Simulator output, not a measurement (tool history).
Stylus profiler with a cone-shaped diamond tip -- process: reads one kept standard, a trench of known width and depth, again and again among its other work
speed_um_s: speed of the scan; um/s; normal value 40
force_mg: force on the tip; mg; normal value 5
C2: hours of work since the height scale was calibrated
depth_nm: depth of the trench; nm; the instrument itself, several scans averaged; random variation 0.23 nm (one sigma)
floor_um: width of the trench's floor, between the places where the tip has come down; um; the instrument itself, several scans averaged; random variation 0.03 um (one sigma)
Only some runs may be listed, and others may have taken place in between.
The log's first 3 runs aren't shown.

Run 4, hour 156.7: usual settings but force_mg 3.53 mg; scans with this tip 1978; C2 460. Result: depth_nm 1009.82 nm, floor_um 13.73 um.
Run 5, hour 214.8: usual settings but force_mg 3.53 mg; scans with this tip 2090; C2 486. Result: depth_nm 1009.76 nm, floor_um 13.74 um.
Run 6, hour 262.2: usual settings but force_mg 3.53 mg; scans with this tip 2181; C2 507. Result: depth_nm 1010.31 nm, floor_um 13.7 um.
Run 7, hour 295.4: usual settings but speed_um_s 37 um/s; scans with this tip 2246; C2 522. Result: depth_nm 1012.03 nm, floor_um 13.78 um.
Run 8, hour 324.1: usual settings but speed_um_s 37 um/s; scans with this tip 2301; C2 535. Result: depth_nm 1012.47 nm, floor_um 13.81 um.
Run 9, hour 382.7: usual settings; scans with this tip 2414; C2 561. Result: depth_nm 1012.02 nm, floor_um 13.84 um.
Run 10, hour 427.3: usual settings but force_mg 12.62 mg; scans with this tip 2501; C2 581. Result: depth_nm 1020.21 nm, floor_um 13.81 um.
Run 11, hour 464: usual settings but speed_um_s 17 um/s, force_mg 12.62 mg; scans with this tip 2572; C2 598. Result: depth_nm 1020.87 nm, floor_um 13.87 um.
Run 12, hour 505.5: usual settings but speed_um_s 17 um/s, force_mg 12.62 mg; scans with this tip 2652; C2 616. Result: depth_nm 1020.82 nm, floor_um 13.86 um.
Run 13, hour 546.9: usual settings; scans with this tip 2732; C2 635. Result: depth_nm 1012.48 nm, floor_um 13.69 um.
Run 14, hour 574.3: usual settings; scans with this tip 2785; C2 647. Result: depth_nm 1012.72 nm, floor_um 13.71 um.
Run 15, hour 612.5: usual settings; scans with this tip 2859; C2 665. Result: depth_nm 1012.87 nm, floor_um 13.72 um.
Run 16, hour 677.2: usual settings but speed_um_s 64 um/s; scans with this tip 2984; C2 694. Result: depth_nm 1012.72 nm, floor_um 13.65 um.
Run 17, hour 726: usual settings but speed_um_s 25 um/s, force_mg 5.23 mg; scans with this tip 3078; C2 715. Result: depth_nm 1013.07 nm, floor_um 13.75 um.
Run 18, hour 769.4: usual settings but speed_um_s 83 um/s, force_mg 4.13 mg; scans with this tip 3162; C2 735. Result: depth_nm 1012 nm, floor_um 13.54 um.
Run 19, hour 821.4: usual settings but speed_um_s 83 um/s, force_mg 4.13 mg; scans with this tip 3263; C2 758. Result: depth_nm 1012.08 nm, floor_um 13.5 um.
Run 20, hour 854.1: usual settings but speed_um_s 83 um/s, force_mg 4.13 mg; scans with this tip 3326; C2 773. Result: depth_nm 1012.08 nm, floor_um 13.58 um.
Run 21, hour 884.5: usual settings but speed_um_s 83 um/s, force_mg 4.13 mg; scans with this tip 3385; C2 787. Result: depth_nm 1012.27 nm, floor_um 13.51 um.
Run 22, hour 912.4: usual settings but speed_um_s 83 um/s, force_mg 4.13 mg; scans with this tip 3439; C2 799. Result: depth_nm 1012.01 nm, floor_um 13.52 um.
Run 23, hour 943.3: usual settings but speed_um_s 11 um/s, force_mg 12.34 mg; scans with this tip 3499; C2 813. Result: depth_nm 1021.01 nm, floor_um 13.81 um.
Run 24, hour 976.6: usual settings but speed_um_s 83 um/s, force_mg 3.48 mg; scans with this tip 3563; C2 828. Result: depth_nm 1011.41 nm, floor_um 13.5 um.
Run 25, hour 1031.5: usual settings but speed_um_s 83 um/s, force_mg 3.48 mg; scans with this tip 3669; C2 853. Result: depth_nm 1011.65 nm, floor_um 13.53 um.
Run 26, hour 1078.2: usual settings but speed_um_s 11 um/s, force_mg 8.17 mg; scans with this tip 3759; C2 874. Result: depth_nm 1017.03 nm, floor_um 13.73 um.
Run 27, hour 1132.1: usual settings but speed_um_s 11 um/s, force_mg 8.17 mg; scans with this tip 3864; C2 898. Result: depth_nm 1017.94 nm, floor_um 13.77 um.
Run 28, hour 1183.2: usual settings but speed_um_s 67 um/s, force_mg 9.25 mg; scans with this tip 3962; C2 921. Result: depth_nm 1018.7 nm, floor_um 13.63 um.

Run 29 comes next. What will it give?
Run 29, hour 1215: usual settings but speed_um_s 67 um/s, force_mg 9.25 mg; scans with this tip 4024; C2 935. Result: depth_nm ?, floor_um ?.

depth_nm: 1018.79 nm
floor_um: 13.61 um
Were there no unlogged condition in the tool, this run, its random variation unchanged, would have produced depth_nm 1014.26 nm, floor_um 13.84 um.
